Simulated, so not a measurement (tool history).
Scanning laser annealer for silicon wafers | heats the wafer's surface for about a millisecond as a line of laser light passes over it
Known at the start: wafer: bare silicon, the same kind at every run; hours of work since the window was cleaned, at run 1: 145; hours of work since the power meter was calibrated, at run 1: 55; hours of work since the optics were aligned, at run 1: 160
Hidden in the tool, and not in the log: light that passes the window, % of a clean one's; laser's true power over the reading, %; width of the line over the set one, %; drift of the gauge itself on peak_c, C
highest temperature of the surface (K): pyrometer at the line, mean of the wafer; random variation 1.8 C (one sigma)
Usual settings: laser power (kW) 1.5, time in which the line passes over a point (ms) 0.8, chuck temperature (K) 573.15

| run | hour | laser power (kW) | time in which the line passes over a point (ms) | chuck temperature (K) | hours of work since the window was cleaned | hours of work since the power meter was calibrated | hours of work since the optics were aligned | highest temperature of the surface (K) |
|---|---|---|---|---|---|---|---|---|
| 1 | 0 | 1.5 | 0.8 | 573.15 | 145 | 55 | 160 | 1331.15 |
| 2 | 13.7 | 1.5 | 0.817 | 573.15 | 153 | 63 | 168 | 1341.15 |
| 3 | 22 | 1.5 | 0.8 | 534.15 | 158 | 67 | 173 | 1291.15 |
| 4 | 34.7 | 1.5 | 0.8 | 534.15 | 165 | 74 | 180 | 1292.15 |
| 5 | 51.2 | 1.5 | 0.8 | 573.15 | 174 | 84 | 189 | 1330.15 |
| 6 | 69.9 | 1.589 | 0.8 | 573.15 | 185 | 94 | 200 | 1382.15 |
| 7 | 89.5 | 1.5 | 0.8 | 573.15 | 196 | 105 | 211 | 1334.15 |
| 8 | 106.5 | 1.5 | 0.8 | 573.15 | 205 | 115 | 220 | 1332.15 |
| 9 | 121.6 | 1.5 | 0.8 | 573.15 | 214 | 124 | 229 | 1333.15 |
| 10 | 138 | 1.5 | 0.6 | 582.15 | 223 | 133 | 238 | 1226.15 |
| 11 | 146.6 | 1.394 | 0.6 | 536.15 | 228 | 138 | 243 | 1134.15 |
| 12 | 162 | 1.484 | 0.6 | 554.15 | 237 | 146 | 252 | 1190.15 |
| 13 | 173.4 | 1.484 | 0.6 | 554.15 | 243 | 153 | 258 | 1193.15 |
| 14 | 191.6 | 1.5 | 0.8 | 603.15 | 253 | 163 | 269 | 1359.15 |
| 15 | 200.9 | 1.5 | 0.961 | 565.15 | 259 | 168 | 274 | 1405.15 |
| 16 | 212.6 | 1.625 | 0.941 | 603.15 | 265 | 175 | 280 | 1512.15 |
| 17 | 230.6 | 1.397 | 0.715 | 613.15 | 275 | 185 | 291 | 1269.15 |
| 18 | 250.2 | 1.5 | 0.8 | 566.15 | 287 | 196 | 302 | 1326.15 |

5 ways to go on from here, each from the tool as it stands after run 18. What would each give?
| A | 269.4 | 1.572 | 0.897 | 576.15 | 297 | 207 | 312 | ? |
| B | 269.4 | 1.583 | 0.97 | 598.15 | 297 | 207 | 312 | ? |
| C | 269.4 | 1.39 | 0.769 | 602.15 | 297 | 207 | 312 | ? |
| D | 269.4 | 1.5 | 0.831 | 566.15 | 297 | 207 | 312 | ? |
| E | 269.4 | 1.327 | 0.803 | 544.15 | 297 | 207 | 312 | ? |

| run | highest temperature of the surface (K) |
|---|---|
| A | 1428.15 |
| B | 1494.15 |
| C | 1280.15 |
| D | 1339.15 |
| E | 1206.15 |
Without the tool's hidden state the same runs would have given:
| run | highest temperature of the surface (K) |
|---|---|
| A | 1429.15 |
| B | 1494.15 |
| C | 1281.15 |
| D | 1339.15 |
| E | 1206.15 |
